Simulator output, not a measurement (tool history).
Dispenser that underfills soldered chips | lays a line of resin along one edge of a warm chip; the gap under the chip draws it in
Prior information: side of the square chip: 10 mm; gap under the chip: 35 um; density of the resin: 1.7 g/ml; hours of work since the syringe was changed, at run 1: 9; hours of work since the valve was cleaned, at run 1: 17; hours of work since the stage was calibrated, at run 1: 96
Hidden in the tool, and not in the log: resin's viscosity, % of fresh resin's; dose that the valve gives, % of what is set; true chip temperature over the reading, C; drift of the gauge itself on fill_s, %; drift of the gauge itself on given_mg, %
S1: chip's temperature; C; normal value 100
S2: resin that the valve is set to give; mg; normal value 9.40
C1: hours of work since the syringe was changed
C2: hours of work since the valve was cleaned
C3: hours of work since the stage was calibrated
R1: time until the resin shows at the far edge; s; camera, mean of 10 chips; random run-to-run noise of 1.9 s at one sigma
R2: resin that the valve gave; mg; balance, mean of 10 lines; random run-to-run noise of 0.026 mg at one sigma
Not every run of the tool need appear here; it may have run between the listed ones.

| run | hour | S1 | S2 | C1 | C2 | C3 | R1 | R2 |
|---|---|---|---|---|---|---|---|---|
| 1 | 0.0 | 100 | 9.40 | 9 | 17 | 96 | 261.3 | 9.38 |
|  | 4.2 | new syringe of resin |
| 2 | 8.1 | 88 | 9.40 | 2 | 22 | 101 | 279.2 | 9.30 |
| 3 | 16.9 | 91 | 9.40 | 8 | 27 | 107 | 329.3 | 9.31 |
|  | 23.1 | new syringe of resin |
| 4 | 26.1 | 100 | 9.08 | 2 | 33 | 112 | 193.5 | 9.02 |
| 5 | 34.3 | 100 | 9.08 | 7 | 38 | 117 | 245.6 | 8.98 |
| 6 | 40.3 | 100 | 9.08 | 11 | 41 | 121 | 287.3 | 9.00 |
|  | 41.2 | new syringe of resin |
| 7 | 45.7 | 111 | 9.08 | 3 | 45 | 124 | 153.9 | 8.94 |
| 8 | 52.1 | 111 | 9.08 | 7 | 49 | 128 | 183.3 | 8.95 |
|  | 59.4 | new syringe of resin |
| 9 | 60.5 | 111 | 9.08 | 1 | 54 | 133 | 139.9 | 8.95 |
| 10 | 68.8 | 100 | 9.40 | 6 | 59 | 138 | 229.4 | 9.24 |
| 11 | 75.5 | 110 | 9.40 | 10 | 63 | 143 | 216.4 | 9.21 |
|  | 77.6 | new syringe of resin |
| 12 | 85.5 | 87 | 9.40 | 5 | 69 | 149 | 315.0 | 9.19 |
| 13 | 93.4 | 99 | 9.40 | 10 | 74 | 154 | 279.5 | 9.13 |
|  | 95.8 | new syringe of resin |
| 14 | 98.6 | 99 | 9.40 | 2 | 77 | 157 | 200.3 | 9.18 |
| 15 | 106.7 | 100 | 10.58 | 7 | 82 | 162 | 239.4 | 10.31 |
|  | 114.0 | new syringe of resin |
| 16 | 116.7 | 100 | 10.58 | 2 | 88 | 168 | 191.3 | 10.28 |
| 17 | 121.5 | 109 | 9.40 | 5 | 91 | 171 | 175.1 | 9.19 |
|  | 128.9 | dispensing valve cleaned and set on the balance |
| 18 | 131.8 | 109 | 9.40 | 10 | 2 | 176 | 226.0 | 9.38 |
|  | 133.2 | new syringe of resin |
| 19 | 141.4 | 100 | 9.40 | 5 | 8 | 182 | 225.0 | 9.41 |
| 20 | 146.6 | 108 | 11.29 | 8 | 11 | 185 | 211.6 | 11.23 |
|  | 151.2 | new syringe of resin |
| 21 | 151.5 | 94 | 8.30 | 0 | 14 | 188 | 220.5 | 8.29 |
| 22 | 156.8 | 106 | 8.84 | 4 | 17 | 192 | 183.0 | 8.83 |
| 23 | 166.5 | 98 | 9.55 | 10 | 23 | 198 | 288.5 | 9.52 |
|  | 169.8 | new syringe of resin |
| 24 | 174.9 | 86 | 8.42 | 3 | 28 | 203 | 312.1 | 8.39 |
| 25 | 181.5 | 113 | 10.01 | 7 | 32 | 207 | 176.1 | 9.93 |
|  | 188.1 | new syringe of resin |
| 26 | 190.0 | 94 | 9.77 | 1 | 37 | 212 | 217.2 | 9.69 |
| 27 | 199.3 | 104 | 10.68 | 7 | 43 | 218 | 213.3 | 10.56 |
| 28 | 203.5 | 103 | 9.92 | 10 | 46 | 220 | 246.6 | 9.73 |
|  | 206.8 | new syringe of resin |
| 29 | 213.4 | 103 | 9.92 | 4 | 52 | 226 | 195.3 | 9.77 |
| 30 | 219.8 | 95 | 8.15 | 8 | 56 | 230 | 299.7 | 8.05 |
|  | 225.2 | new syringe of resin |
| 31 | 229.8 | 95 | 8.15 | 3 | 62 | 236 | 239.3 | 7.99 |
| 32 | 236.6 | 86 | 10.60 | 7 | 66 | 240 | 358.9 | 10.37 |
|  | 243.3 | new syringe of resin |
| 33 | 244.7 | 107 | 9.29 | 1 | 71 | 245 | 157.4 | 9.13 |
| 34 | 254.2 | 95 | 11.93 | 7 | 77 | 251 | 268.0 | 11.62 |
| 35 | 258.8 | 95 | 11.93 | 10 | 79 | 254 | 297.6 | 11.61 |
|  | 261.8 | new syringe of resin |
| 36 | 266.1 | 115 | 11.93 | 3 | 84 | 258 | 131.7 | 11.64 |

What differs in the tool's unlogged condition from the final listed run ahead of each entry between runs to the first listed run following it?
Runs 1 to 2: new syringe of resin (hour 4.2)
  resin's viscosity, % of fresh resin's: 144 -> 111.5; dose that the valve gives, % of what is set: 99.5 -> 99.34; true chip temperature over the reading, C: 0.89 -> 0.91
  difference, measured minus the result without the unlogged condition, R1: +75.6 -> +22.6 s; R2: -0.05 -> -0.06 mg
Runs 3 to 4: new syringe of resin (hour 23.1)
  resin's viscosity, % of fresh resin's: 141.3 -> 107.5; dose that the valve gives, % of what is set: 99.18 -> 99.01; true chip temperature over the reading, C: 0.93 -> 0.95
  difference, measured minus the result without the unlogged condition, R1: +90.5 -> +9.2 s; R2: -0.08 -> -0.09 mg
Runs 6 to 7: new syringe of resin (hour 41.2)
  resin's viscosity, % of fresh resin's: 158 -> 112.1; dose that the valve gives, % of what is set: 98.74 -> 98.65; true chip temperature over the reading, C: 0.99 -> 1
  difference, measured minus the result without the unlogged condition, R1: +100.8 -> +13.3 s; R2: -0.11 -> -0.12 mg
Runs 8 to 9: new syringe of resin (hour 59.4)
  resin's viscosity, % of fresh resin's: 133.2 -> 101.8; dose that the valve gives, % of what is set: 98.52 -> 98.38; true chip temperature over the reading, C: 1.02 -> 1.04
  difference, measured minus the result without the unlogged condition, R1: +42.5 -> -0.8 s; R2: -0.14 -> -0.15 mg
Runs 11 to 12: new syringe of resin (hour 77.6)
  resin's viscosity, % of fresh resin's: 152.8 -> 121.8; dose that the valve gives, % of what is set: 98.09 -> 97.89; true chip temperature over the reading, C: 1.07 -> 1.1
  difference, measured minus the result without the unlogged condition, R1: +71.2 -> +48.8 s; R2: -0.18 -> -0.20 mg
Runs 13 to 14: new syringe of resin (hour 95.8)
  resin's viscosity, % of fresh resin's: 150.8 -> 108.7; dose that the valve gives, % of what is set: 97.74 -> 97.65; true chip temperature over the reading, C: 1.12 -> 1.13
  difference, measured minus the result without the unlogged condition, R1: +89.2 -> +11.0 s; R2: -0.21 -> -0.22 mg
Runs 15 to 16: new syringe of resin (hour 114.0)
  resin's viscosity, % of fresh resin's: 135.5 -> 107.8; dose that the valve gives, % of what is set: 97.49 -> 97.31; true chip temperature over the reading, C: 1.15 -> 1.17
  difference, measured minus the result without the unlogged condition, R1: +57.7 -> +8.5 s; R2: -0.26 -> -0.29 mg
Runs 17 to 18: dispensing valve cleaned and set on the balance (hour 128.9)
  resin's viscosity, % of fresh resin's: 122.7 -> 158.1; dose that the valve gives, % of what is set: 97.22 -> 100.11; true chip temperature over the reading, C: 1.18 -> 1.21
  difference, measured minus the result without the unlogged condition, R1: +28.7 -> +78.5 s; R2: -0.26 -> +0.01 mg
Runs 18 to 19: new syringe of resin (hour 133.2)
  resin's viscosity, % of fresh resin's: 158.1 -> 126.4; dose that the valve gives, % of what is set: 100.11 -> 99.93; true chip temperature over the reading, C: 1.21 -> 1.23
  difference, measured minus the result without the unlogged condition, R1: +78.5 -> +41.2 s; R2: +0.01 -> -0.01 mg
Runs 20 to 21: new syringe of resin (hour 151.2)
  resin's viscosity, % of fresh resin's: 145.5 -> 100.7; dose that the valve gives, % of what is set: 99.82 -> 99.73; true chip temperature over the reading, C: 1.24 -> 1.25
  difference, measured minus the result without the unlogged condition, R1: +61.7 -> -6.1 s; R2: -0.02 -> -0.02 mg
Runs 23 to 24: new syringe of resin (hour 169.8)
  resin's viscosity, % of fresh resin's: 151.3 -> 115.4; dose that the valve gives, % of what is set: 99.43 -> 99.27; true chip temperature over the reading, C: 1.29 -> 1.31
  difference, measured minus the result without the unlogged condition, R1: +91.3 -> +31.9 s; R2: -0.06 -> -0.06 mg
Runs 25 to 26: new syringe of resin (hour 188.1)
  resin's viscosity, % of fresh resin's: 137.8 -> 104; dose that the valve gives, % of what is set: 99.14 -> 99; true chip temperature over the reading, C: 1.33 -> 1.35
  difference, measured minus the result without the unlogged condition, R1: +44.1 -> +0.7 s; R2: -0.08 -> -0.10 mg
Runs 28 to 29: new syringe of resin (hour 206.8)
  resin's viscosity, % of fresh resin's: 149.9 -> 117.8; dose that the valve gives, % of what is set: 98.74 -> 98.56; true chip temperature over the reading, C: 1.38 -> 1.41
  difference, measured minus the result without the unlogged condition, R1: +76.3 -> +23.6 s; R2: -0.13 -> -0.14 mg
Runs 30 to 31: new syringe of resin (hour 225.2)
  resin's viscosity, % of fresh resin's: 140.2 -> 114.7; dose that the valve gives, % of what is set: 98.44 -> 98.25; true chip temperature over the reading, C: 1.42 -> 1.45
  difference, measured minus the result without the unlogged condition, R1: +78.6 -> +23.3 s; R2: -0.13 -> -0.15 mg
Runs 32 to 33: new syringe of resin (hour 243.3)
  resin's viscosity, % of fresh resin's: 137.7 -> 103.4; dose that the valve gives, % of what is set: 98.11 -> 97.95; true chip temperature over the reading, C: 1.46 -> 1.48
  difference, measured minus the result without the unlogged condition, R1: +87.5 -> -0.2 s; R2: -0.20 -> -0.19 mg
Runs 35 to 36: new syringe of resin (hour 261.8)
  resin's viscosity, % of fresh resin's: 151.5 -> 110.7; dose that the valve gives, % of what is set: 97.68 -> 97.55; true chip temperature over the reading, C: 1.52 -> 1.54
  difference, measured minus the result without the unlogged condition, R1: +93.1 -> +8.4 s; R2: -0.28 -> -0.29 mg

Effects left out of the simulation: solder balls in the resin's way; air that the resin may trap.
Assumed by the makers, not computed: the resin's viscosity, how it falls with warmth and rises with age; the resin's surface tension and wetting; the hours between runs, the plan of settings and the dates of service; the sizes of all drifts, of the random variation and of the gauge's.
